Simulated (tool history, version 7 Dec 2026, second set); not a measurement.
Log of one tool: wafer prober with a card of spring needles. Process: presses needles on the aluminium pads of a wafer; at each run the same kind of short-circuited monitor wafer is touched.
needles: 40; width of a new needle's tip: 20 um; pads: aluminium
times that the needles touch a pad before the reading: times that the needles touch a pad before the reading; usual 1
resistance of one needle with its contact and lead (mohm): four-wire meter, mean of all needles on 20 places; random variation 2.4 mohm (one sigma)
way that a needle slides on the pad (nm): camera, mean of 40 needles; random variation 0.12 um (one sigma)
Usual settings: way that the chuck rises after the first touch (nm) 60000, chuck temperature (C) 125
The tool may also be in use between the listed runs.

run    hour  way that the chuck rises after the first touch (nm)  chuck temperature (C)  times that the needles touch a pad before the reading  resistance of one needle with its contact and lead (mohm)  way that a needle slides on the pad (nm)
  1     0.0                                                60000                    125                                                      1                                                        322                                     15050
  2    40.4                                                60000                    125                                                      1                                                        323                                     15000
  3    81.4                                                60000                    125                                                      1                                                        319                                     14920
  4   127.6                                                60000                    125                                                      1                                                        350                                     14740
  5   163.5                                                60000                     79                                                      1                                                        305                                     14550
  6   206.9                                                60000                     79                                                      1                                                        296                                     14560
  7   249.5                                                60000                     26                                                      1                                                        311                                     14450
  8   297.4                                                60000                     26                                                      1                                                        355                                     14270
  9   338.5                                                60000                    125                                                      1                                                        356                                     14120
 10   381.4                                                60000                     51                                                      1                                                        266                                     13990
 11   413.0                                                60000                     51                                                      1                                                        268                                     13860
 12   459.3                                                60000                     51                                                      1                                                        332                                     13880
 13   520.4                                                60000                     76                                                      2                                                        305                                     15510
 14   578.1                                                64000                     87                                                      1                                                        279                                     16370
 15   630.4                                                60000                    125                                                      1                                                        379                                     15090
 16   686.8                                                60000                    125                                                      1                                                        291                                     15010
 17   747.7                                                60000                    125                                                      1                                                        360                                     14700
 18   782.4                                                79000                     36                                                      2                                                        255                                     19800
 19   828.7                                                79000                     36                                                      2                                                        258                                     19820
 20   889.0                                                43000                    106                                                      2                                                        300                                     10050
 21   929.8                                                56000                    125                                                      1                                                        368                                     13490
 22   989.0                                                56000                    125                                                      1                                                        320                                     13050
 23  1040.4                                                49000                     81                                                      1                                                        447                                     11220
 24  1068.5                                                75000                     35                                                      1                                                        283                                     17750

Taken out of this log: 102 entries between the listed runs. Where each belongs, and how the hidden state differs across it:
Between runs 1 and 2: tips cleaned on abrasive film (hour 4.8); tips cleaned on abrasive film (hour 14.4); tips cleaned on abrasive film (hour 24.0); tips cleaned on abrasive film (hour 36.0)
  debris on the tips, nm: 50.5 -> 53.4; way that the needles fall short of the set height, um: 2.11 -> 2.52; tips' diameter, um: 20.74 -> 20.88
  measured less the result without the state, resistance of one needle with its contact and lead (mohm): +45 -> +48; way that a needle slides on the pad (nm): -550 -> -660
Between runs 2 and 3: tips cleaned on abrasive film (hour 47.6); tips cleaned on abrasive film (hour 57.2); tips cleaned on abrasive film (hour 69.2); tips cleaned on abrasive film (hour 78.8)
  debris on the tips, nm: 53.4 -> 38.9; way that the needles fall short of the set height, um: 2.52 -> 2.96; tips' diameter, um: 20.88 -> 21.04
  measured less the result without the state, resistance of one needle with its contact and lead (mohm): +48 -> +37; way that a needle slides on the pad (nm): -660 -> -770
Between runs 3 and 4: tips cleaned on abrasive film (hour 88.6); tips cleaned on abrasive film (hour 98.2); tips cleaned on abrasive film (hour 107.8); tips cleaned on abrasive film (hour 119.8)
  debris on the tips, nm: 38.9 -> 77.8; way that the needles fall short of the set height, um: 2.96 -> 3.44; tips' diameter, um: 21.04 -> 21.2
  measured less the result without the state, resistance of one needle with its contact and lead (mohm): +37 -> +73; way that a needle slides on the pad (nm): -770 -> -900
Between runs 4 and 5: tips cleaned on abrasive film (hour 130.0); tips cleaned on abrasive film (hour 142.0); tips cleaned on abrasive film (hour 151.6); tips cleaned on abrasive film (hour 161.2)
  debris on the tips, nm: 77.8 -> 33.3; way that the needles fall short of the set height, um: 3.44 -> 3.85; tips' diameter, um: 21.2 -> 21.35
  measured less the result without the state, resistance of one needle with its contact and lead (mohm): +73 -> +37; way that a needle slides on the pad (nm): -900 -> -990
Between runs 5 and 6: tips cleaned on abrasive film (hour 173.1); tips cleaned on abrasive film (hour 185.1); tips cleaned on abrasive film (hour 194.7); tips cleaned on abrasive film (hour 204.3)
  debris on the tips, nm: 33.3 -> 28.7; way that the needles fall short of the set height, um: 3.85 -> 4.29; tips' diameter, um: 21.35 -> 21.5
  measured less the result without the state, resistance of one needle with its contact and lead (mohm): +37 -> +33; way that a needle slides on the pad (nm): -990 -> -1120
Between runs 6 and 7: tips cleaned on abrasive film (hour 214.2); tips cleaned on abrasive film (hour 223.8); tips cleaned on abrasive film (hour 235.7); tips cleaned on abrasive film (hour 245.4)
  debris on the tips, nm: 28.7 -> 47.5; way that the needles fall short of the set height, um: 4.29 -> 4.72; tips' diameter, um: 21.5 -> 21.65
  measured less the result without the state, resistance of one needle with its contact and lead (mohm): +33 -> +58; way that a needle slides on the pad (nm): -1120 -> -1230
Between runs 7 and 8: tips cleaned on abrasive film (hour 256.8); tips cleaned on abrasive film (hour 266.4); tips cleaned on abrasive film (hour 278.4); tips cleaned on abrasive film (hour 288.0)
  debris on the tips, nm: 47.5 -> 84.6; way that the needles fall short of the set height, um: 4.72 -> 5.19; tips' diameter, um: 21.65 -> 21.81
  measured less the result without the state, resistance of one needle with its contact and lead (mohm): +58 -> +105; way that a needle slides on the pad (nm): -1230 -> -1350
Between runs 8 and 9: tips cleaned on abrasive film (hour 299.9); tips cleaned on abrasive film (hour 309.5); tips cleaned on abrasive film (hour 319.1); tips cleaned on abrasive film (hour 331.1)
  debris on the tips, nm: 84.6 -> 68.8; way that the needles fall short of the set height, um: 5.19 -> 5.58; tips' diameter, um: 21.81 -> 21.95
  measured less the result without the state, resistance of one needle with its contact and lead (mohm): +105 -> +77; way that a needle slides on the pad (nm): -1350 -> -1440
Between runs 9 and 10: tips cleaned on abrasive film (hour 341.0); tips cleaned on abrasive film (hour 350.6); tips cleaned on abrasive film (hour 360.2); tips cleaned on abrasive film (hour 369.8); tips cleaned on abrasive film (hour 381.4)
  debris on the tips, nm: 68.8 -> 8.7; way that the needles fall short of the set height, um: 5.58 -> 6.16; tips' diameter, um: 21.95 -> 22.16
  measured less the result without the state, resistance of one needle with its contact and lead (mohm): +77 -> +15; way that a needle slides on the pad (nm): -1440 -> -1600
Between runs 10 and 11: tips cleaned on abrasive film (hour 391.0); tips cleaned on abrasive film (hour 403.0); tips cleaned on abrasive film (hour 412.6)
  debris on the tips, nm: 8.7 -> 7.7; way that the needles fall short of the set height, um: 6.16 -> 6.45; tips' diameter, um: 22.16 -> 22.26
  measured less the result without the state, resistance of one needle with its contact and lead (mohm): +15 -> +14; way that a needle slides on the pad (nm): -1600 -> -1670
Between runs 11 and 12: tips cleaned on abrasive film (hour 422.6); tips cleaned on abrasive film (hour 432.2); tips cleaned on abrasive film (hour 444.2); tips cleaned on abrasive film (hour 453.8)
  debris on the tips, nm: 7.7 -> 55.8; way that the needles fall short of the set height, um: 6.45 -> 6.9; tips' diameter, um: 22.26 -> 22.41
  measured less the result without the state, resistance of one needle with its contact and lead (mohm): +14 -> +76; way that a needle slides on the pad (nm): -1670 -> -1800
Between runs 12 and 13: height of the first contact set anew (hour 461.9); tips cleaned on abrasive film (hour 464.4); tips cleaned on abrasive film (hour 474.0); tips cleaned on abrasive film (hour 483.6); tips cleaned on abrasive film (hour 495.6); tips cleaned on abrasive film (hour 505.2); tips cleaned on abrasive film (hour 514.8)
  debris on the tips, nm: 55.8 -> 57.6; way that the needles fall short of the set height, um: 6.9 -> 0.63; tips' diameter, um: 22.41 -> 22.63
  measured less the result without the state, resistance of one needle with its contact and lead (mohm): +76 -> +39; way that a needle slides on the pad (nm): -1800 -> -160
Between runs 13 and 14: tips cleaned on abrasive film (hour 525.3); tips cleaned on abrasive film (hour 534.9); tips cleaned on abrasive film (hour 546.9); tips cleaned on abrasive film (hour 556.5); tips cleaned on abrasive film (hour 566.1); tips cleaned on abrasive film (hour 578.1)
  debris on the tips, nm: 57.6 -> 9.9; way that the needles fall short of the set height, um: 0.63 -> 1.28; tips' diameter, um: 22.63 -> 22.86
  measured less the result without the state, resistance of one needle with its contact and lead (mohm): +39 -> +13; way that a needle slides on the pad (nm): -160 -> -330
Between runs 14 and 15: tips cleaned on abrasive film (hour 589.9); tips cleaned on abrasive film (hour 599.5); tips cleaned on abrasive film (hour 611.5); tips cleaned on abrasive film (hour 621.1)
  debris on the tips, nm: 9.9 -> 94; way that the needles fall short of the set height, um: 1.28 -> 1.74; tips' diameter, um: 22.86 -> 23.02
  measured less the result without the state, resistance of one needle with its contact and lead (mohm): +13 -> +98; way that a needle slides on the pad (nm): -330 -> -450
Between runs 15 and 16: tips cleaned on abrasive film (hour 632.9); tips cleaned on abrasive film (hour 642.5); tips cleaned on abrasive film (hour 652.1); tips cleaned on abrasive film (hour 664.1); tips cleaned on abrasive film (hour 676.1); tips cleaned on abrasive film (hour 686.8)
  debris on the tips, nm: 94 -> 6.2; way that the needles fall short of the set height, um: 1.74 -> 2.34; tips' diameter, um: 23.02 -> 23.23
  measured less the result without the state, resistance of one needle with its contact and lead (mohm): +98 -> +11; way that a needle slides on the pad (nm): -450 -> -610
Between runs 16 and 17: tips cleaned on abrasive film (hour 696.4); tips cleaned on abrasive film (hour 708.4); tips cleaned on abrasive film (hour 720.4); tips cleaned on abrasive film (hour 730.0); tips cleaned on abrasive film (hour 739.6)
  debris on the tips, nm: 6.2 -> 74.1; way that the needles fall short of the set height, um: 2.34 -> 2.86; tips' diameter, um: 23.23 -> 23.42
  measured less the result without the state, resistance of one needle with its contact and lead (mohm): +11 -> +83; way that a needle slides on the pad (nm): -610 -> -740
Between runs 17 and 18: tips cleaned on abrasive film (hour 750.2); tips cleaned on abrasive film (hour 759.8); tips cleaned on abrasive film (hour 771.8); tips cleaned on abrasive film (hour 782.4)
  debris on the tips, nm: 74.1 -> 8.3; way that the needles fall short of the set height, um: 2.86 -> 3.34; tips' diameter, um: 23.42 -> 23.58
  measured less the result without the state, resistance of one needle with its contact and lead (mohm): +83 -> +7; way that a needle slides on the pad (nm): -740 -> -880
Between runs 18 and 19: tips cleaned on abrasive film (hour 794.4); tips cleaned on abrasive film (hour 806.4); tips cleaned on abrasive film (hour 816.0); tips cleaned on abrasive film (hour 828.0)
  debris on the tips, nm: 8.3 -> 18.7; way that the needles fall short of the set height, um: 3.34 -> 3.84; tips' diameter, um: 23.58 -> 23.76
  measured less the result without the state, resistance of one needle with its contact and lead (mohm): +7 -> +11; way that a needle slides on the pad (nm): -880 -> -1010
Between runs 19 and 20: tips cleaned on abrasive film (hour 838.3); tips cleaned on abrasive film (hour 847.9); tips cleaned on abrasive film (hour 857.5); tips cleaned on abrasive film (hour 869.5); tips cleaned on abrasive film (hour 879.1); tips cleaned on abrasive film (hour 889.0)
  debris on the tips, nm: 18.7 -> 5.1; way that the needles fall short of the set height, um: 3.84 -> 4.58; tips' diameter, um: 23.76 -> 24.02
  measured less the result without the state, resistance of one needle with its contact and lead (mohm): +11 -> +19; way that a needle slides on the pad (nm): -1010 -> -1190
Between runs 20 and 21: tips cleaned on abrasive film (hour 901.0); tips cleaned on abrasive film (hour 913.0); tips cleaned on abrasive film (hour 925.0)
  debris on the tips, nm: 5.1 -> 55.7; way that the needles fall short of the set height, um: 4.58 -> 4.9; tips' diameter, um: 24.02 -> 24.13
  measured less the result without the state, resistance of one needle with its contact and lead (mohm): +19 -> +85; way that a needle slides on the pad (nm): -1190 -> -1290
Between runs 21 and 22: tips cleaned on abrasive film (hour 936.7); tips cleaned on abrasive film (hour 946.3); tips cleaned on abrasive film (hour 955.9); tips cleaned on abrasive film (hour 967.9); tips cleaned on abrasive film (hour 977.5); tips cleaned on abrasive film (hour 987.1)
  debris on the tips, nm: 55.7 -> 23.7; way that the needles fall short of the set height, um: 4.9 -> 5.57; tips' diameter, um: 24.13 -> 24.36
  measured less the result without the state, resistance of one needle with its contact and lead (mohm): +85 -> +43; way that a needle slides on the pad (nm): -1290 -> -1450
Between runs 22 and 23: tips cleaned on abrasive film (hour 998.7); tips cleaned on abrasive film (hour 1010.6); tips cleaned on abrasive film (hour 1022.6); tips cleaned on abrasive film (hour 1032.2)
  debris on the tips, nm: 23.7 -> 76.7; way that the needles fall short of the set height, um: 5.57 -> 6.01; tips' diameter, um: 24.36 -> 24.52
  measured less the result without the state, resistance of one needle with its contact and lead (mohm): +43 -> +174; way that a needle slides on the pad (nm): -1450 -> -1570
Between runs 23 and 24: tips cleaned on abrasive film (hour 1042.8); tips cleaned on abrasive film (hour 1054.8); tips cleaned on abrasive film (hour 1066.8)
  debris on the tips, nm: 76.7 -> 31.2; way that the needles fall short of the set height, um: 6.01 -> 6.34; tips' diameter, um: 24.52 -> 24.63
  measured less the result without the state, resistance of one needle with its contact and lead (mohm): +174 -> +35; way that a needle slides on the pad (nm): -1570 -> -1650
